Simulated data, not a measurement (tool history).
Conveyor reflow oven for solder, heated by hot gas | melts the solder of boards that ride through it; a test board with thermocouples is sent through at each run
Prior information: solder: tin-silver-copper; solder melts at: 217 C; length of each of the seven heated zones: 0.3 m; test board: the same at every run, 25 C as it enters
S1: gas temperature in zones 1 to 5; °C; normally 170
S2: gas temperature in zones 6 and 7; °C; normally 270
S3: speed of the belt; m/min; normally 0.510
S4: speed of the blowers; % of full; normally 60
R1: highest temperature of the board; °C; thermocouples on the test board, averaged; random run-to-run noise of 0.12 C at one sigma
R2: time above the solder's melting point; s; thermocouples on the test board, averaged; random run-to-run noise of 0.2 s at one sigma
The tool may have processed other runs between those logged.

run 1 hour=0.0 | S1=170 S2=270 S3=0.510 S4=60 | R1=257.8 R2=55.6
run 2 hour=15.9 | S1=170 S2=270 S3=0.510 S4=60 | R1=257.5 R2=56.0
run 3 hour=30.3 | S1=170 S2=270 S3=0.510 S4=60 | R1=257.6 R2=55.8
run 4 hour=39.7 | S1=166 S2=270 S3=0.510 S4=60 | R1=256.9 R2=54.1
run 5 hour=55.3 | S1=166 S2=270 S3=0.510 S4=60 | R1=257.0 R2=54.2
run 6 hour=71.5 | S1=166 S2=270 S3=0.510 S4=60 | R1=257.2 R2=54.2
run 7 hour=81.1 | S1=170 S2=270 S3=0.510 S4=89 | R1=262.4 R2=59.1
run 8 hour=91.2 | S1=170 S2=279 S3=0.510 S4=60 | R1=265.8 R2=60.1
run 9 hour=98.1 | S1=170 S2=279 S3=0.510 S4=60 | R1=265.7 R2=60.0
run 10 hour=107.8 | S1=170 S2=279 S3=0.510 S4=60 | R1=265.9 R2=59.9
run 11 hour=118.7 | S1=170 S2=279 S3=0.510 S4=60 | R1=265.5 R2=59.8
run 12 hour=127.3 | S1=170 S2=279 S3=0.510 S4=60 | R1=265.8 R2=60.3
run 13 hour=143.0 | S1=170 S2=279 S3=0.510 S4=60 | R1=265.9 R2=60.0
run 14 hour=151.4 | S1=170 S2=279 S3=0.510 S4=60 | R1=265.6 R2=60.0
run 15 hour=164.4 | S1=170 S2=279 S3=0.510 S4=60 | R1=265.7 R2=60.0
run 16 hour=172.2 | S1=170 S2=270 S3=0.468 S4=61 | R1=260.1 R2=62.6
run 17 hour=187.5 | S1=184 S2=285 S3=0.510 S4=71 | R1=275.2 R2=68.1
run 18 hour=195.0 | S1=184 S2=285 S3=0.510 S4=71 | R1=275.1 R2=67.5
run 19 hour=205.8 | S1=164 S2=270 S3=0.510 S4=60 | R1=256.6 R2=53.4
run 20 hour=212.5 | S1=176 S2=260 S3=0.447 S4=84 | R1=255.2 R2=66.8
run 21 hour=219.5 | S1=176 S2=260 S3=0.447 S4=84 | R1=254.9 R2=66.9
run 22 hour=228.9 | S1=176 S2=260 S3=0.447 S4=84 | R1=255.1 R2=66.7
run 23 hour=240.3 | S1=179 S2=270 S3=0.507 S4=60 | R1=258.8 R2=60.1
run 24 hour=252.4 | S1=161 S2=270 S3=0.507 S4=60 | R1=256.3 R2=52.8
run 25 hour=266.5 | S1=161 S2=270 S3=0.507 S4=60 | R1=256.2 R2=52.9
run 26 hour=276.6 | S1=170 S2=270 S3=0.501 S4=88 | R1=262.1 R2=60.0

What if the next run were any one of these 5? Each begins from the tool's condition after run 26:
run A hour=284.7 | S1=162 S2=281 S3=0.486 S4=60 | R1=? R2=?
run B hour=284.7 | S1=176 S2=276 S3=0.501 S4=88 | R1=? R2=?
run C hour=284.7 | S1=179 S2=270 S3=0.501 S4=62 | R1=? R2=?
run D hour=284.7 | S1=170 S2=270 S3=0.464 S4=84 | R1=? R2=?
run E hour=284.7 | S1=171 S2=266 S3=0.416 S4=60 | R1=? R2=?

run=A R1=267.9 R2=62.2
run=B R1=268.6 R2=64.5
run=C R1=259.5 R2=60.8
run=D R1=263.2 R2=66.2
run=E R1=258.8 R2=71.5
Without the tool's hidden state the same runs would have given:
run=A R1=267.5 R2=61.7
run=B R1=268.2 R2=64.0
run=C R1=258.9 R2=60.2
run=D R1=262.6 R2=65.8
run=E R1=258.1 R2=70.8
